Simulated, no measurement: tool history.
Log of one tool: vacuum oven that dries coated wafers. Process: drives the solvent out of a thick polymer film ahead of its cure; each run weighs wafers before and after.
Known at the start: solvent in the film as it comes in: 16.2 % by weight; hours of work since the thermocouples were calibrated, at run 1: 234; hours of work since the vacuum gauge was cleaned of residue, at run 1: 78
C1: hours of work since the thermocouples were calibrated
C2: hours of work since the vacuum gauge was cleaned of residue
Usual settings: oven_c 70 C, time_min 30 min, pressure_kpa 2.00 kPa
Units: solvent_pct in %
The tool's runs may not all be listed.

Run 1, hour 0.0: usual settings; C1 234; C2 78. Result: solvent_pct 1.63 %.
Run 2, hour 24.4: usual settings; C1 252; C2 96. Result: solvent_pct 1.64 %.
Run 3, hour 61.5: usual settings; C1 279; C2 122. Result: solvent_pct 1.64 %.
Run 4, hour 79.4: usual settings; C1 292; C2 135. Result: solvent_pct 1.65 %.
Run 5, hour 99.8: usual settings but time_min 25 min; C1 307; C2 150. Result: solvent_pct 2.06 %.
Run 6, hour 117.7: usual settings; C1 320; C2 163. Result: solvent_pct 1.63 %.
Run 7, hour 157.6: usual settings; C1 349; C2 192. Result: solvent_pct 1.68 %.
Run 8, hour 195.5: usual settings; C1 376; C2 220. Result: solvent_pct 1.68 %.
Run 9, hour 230.0: usual settings; C1 402; C2 245. Result: solvent_pct 1.69 %.
Run 10, hour 261.9: usual settings; C1 425; C2 268. Result: solvent_pct 1.68 %.
Run 11, hour 280.7: usual settings; C1 438; C2 282. Result: solvent_pct 1.69 %.
Run 12, hour 317.5: usual settings but oven_c 61 C; C1 465; C2 308. Result: solvent_pct 3.89 %.
Run 13, hour 354.2: usual settings but oven_c 61 C; C1 492; C2 335. Result: solvent_pct 3.97 %.
Run 14, hour 382.8: usual settings; C1 513; C2 356. Result: solvent_pct 1.69 %.
Run 15, hour 409.0: usual settings; C1 532; C2 375. Result: solvent_pct 1.73 %.
Run 16, hour 436.0: usual settings but time_min 20 min; C1 551; C2 395. Result: solvent_pct 2.90 %.
Run 17, hour 454.9: usual settings but time_min 17 min; C1 565; C2 408. Result: solvent_pct 3.56 %.
Run 18, hour 494.7: usual settings; C1 594; C2 437. Result: solvent_pct 1.69 %.
Run 19, hour 519.3: usual settings but pressure_kpa 3.28 kPa; C1 612; C2 455. Result: solvent_pct 2.29 %.
At hour 529.1: oven's thermocouples calibrated.
Run 20, hour 540.6: usual settings but pressure_kpa 3.28 kPa; C1 8; C2 469. Result: solvent_pct 2.32 %.
Run 21, hour 563.2: usual settings but oven_c 63 C, time_min 21 min; C1 25; C2 486. Result: solvent_pct 4.97 %.
Run 22, hour 585.1: usual settings but oven_c 68 C, time_min 31 min, pressure_kpa 2.85 kPa; C1 41; C2 501. Result: solvent_pct 2.50 %.
Run 23, hour 602.9: usual settings but oven_c 76 C, time_min 52 min, pressure_kpa 2.43 kPa; C1 54; C2 514. Result: solvent_pct 0.95 %.
Run 24, hour 622.4: usual settings but oven_c 74 C, pressure_kpa 3.79 kPa; C1 68; C2 529. Result: solvent_pct 1.87 %.
At hour 627.1: oven's thermocouples calibrated, once more.
Run 25, hour 660.4: usual settings but oven_c 74 C, pressure_kpa 3.79 kPa; C1 24; C2 555. Result: solvent_pct 1.75 %.
Run 26, hour 687.8: usual settings but oven_c 74 C, pressure_kpa 3.79 kPa; C1 44; C2 575. Result: solvent_pct 1.74 %.
Run 27, hour 720.3: usual settings but oven_c 74 C, time_min 27 min, pressure_kpa 1.74 kPa; C1 68; C2 598. Result: solvent_pct 1.15 %.
Run 28, hour 757.7: usual settings but oven_c 74 C, time_min 27 min, pressure_kpa 1.74 kPa; C1 95; C2 625. Result: solvent_pct 1.15 %.
Run 29, hour 784.2: usual settings but oven_c 73 C, time_min 27 min; C1 114; C2 645. Result: solvent_pct 1.38 %.
Run 30, hour 819.6: usual settings but oven_c 73 C, time_min 27 min; C1 140; C2 670. Result: solvent_pct 1.40 %.
Run 31, hour 849.6: usual settings but time_min 38 min, pressure_kpa 2.48 kPa; C1 162; C2 692. Result: solvent_pct 1.49 %.
Run 32, hour 888.7: usual settings but pressure_kpa 1.09 kPa; C1 190; C2 721. Result: solvent_pct 1.32 %.
Run 33, hour 906.6: usual settings but pressure_kpa 1.09 kPa; C1 203; C2 734. Result: solvent_pct 1.29 %.
Run 34, hour 938.0: usual settings but oven_c 80 C, pressure_kpa 1.55 kPa; C1 226; C2 756. Result: solvent_pct 0.55 %.
Run 35, hour 959.3: usual settings but oven_c 65 C, time_min 27 min; C1 241; C2 772. Result: solvent_pct 3.07 %.
Run 36, hour 995.8: usual settings but oven_c 65 C, time_min 27 min; C1 268; C2 798. Result: solvent_pct 3.10 %.
Run 37, hour 1014.5: usual settings but oven_c 65 C, time_min 27 min; C1 281; C2 812. Result: solvent_pct 3.05 %.
Run 38, hour 1040.2: usual settings but oven_c 80 C, time_min 29 min; C1 300; C2 831. Result: solvent_pct 0.75 %.
Run 39, hour 1077.7: usual settings but oven_c 67 C, pressure_kpa 1.10 kPa; C1 327; C2 858. Result: solvent_pct 1.84 %.
Run 40, hour 1096.5: usual settings but oven_c 67 C, pressure_kpa 3.21 kPa; C1 341; C2 872. Result: solvent_pct 2.89 %.

Hidden state or all else? Some run-to-run changes of solvent_pct, split into what the settings, what came in and random variation would give without the hidden state, and what is left for the hidden state (with any gauge scatter that isn't in both results):
The hidden state here: true wafer temperature over the reading, C; true pressure over the reading, kPa; drift of the gauge itself on solvent_pct, %.
Run 20 -> 21: oven_c 70 -> 63, time_min 30 -> 21, pressure_kpa 3.28 -> 2.00. solvent_pct +2.65 %: hidden state +0.14, all else +2.51.
Run 21 -> 22: oven_c 63 -> 68, time_min 21 -> 31, pressure_kpa 2.00 -> 2.85. solvent_pct -2.47 %: hidden state -0.11, all else -2.36.
Run 22 -> 23: oven_c 68 -> 76, time_min 31 -> 52, pressure_kpa 2.85 -> 2.43. solvent_pct -1.55 %: hidden state -0.18, all else -1.37.
Run 24 -> 25: oven's thermocouples calibrated, once more. solvent_pct -0.12 %: hidden state -0.16, all else +0.04.
Run 34 -> 35: oven_c 80 -> 65, time_min 30 -> 27, pressure_kpa 1.55 -> 2.00. solvent_pct +2.52 %: hidden state +0.04, all else +2.48.
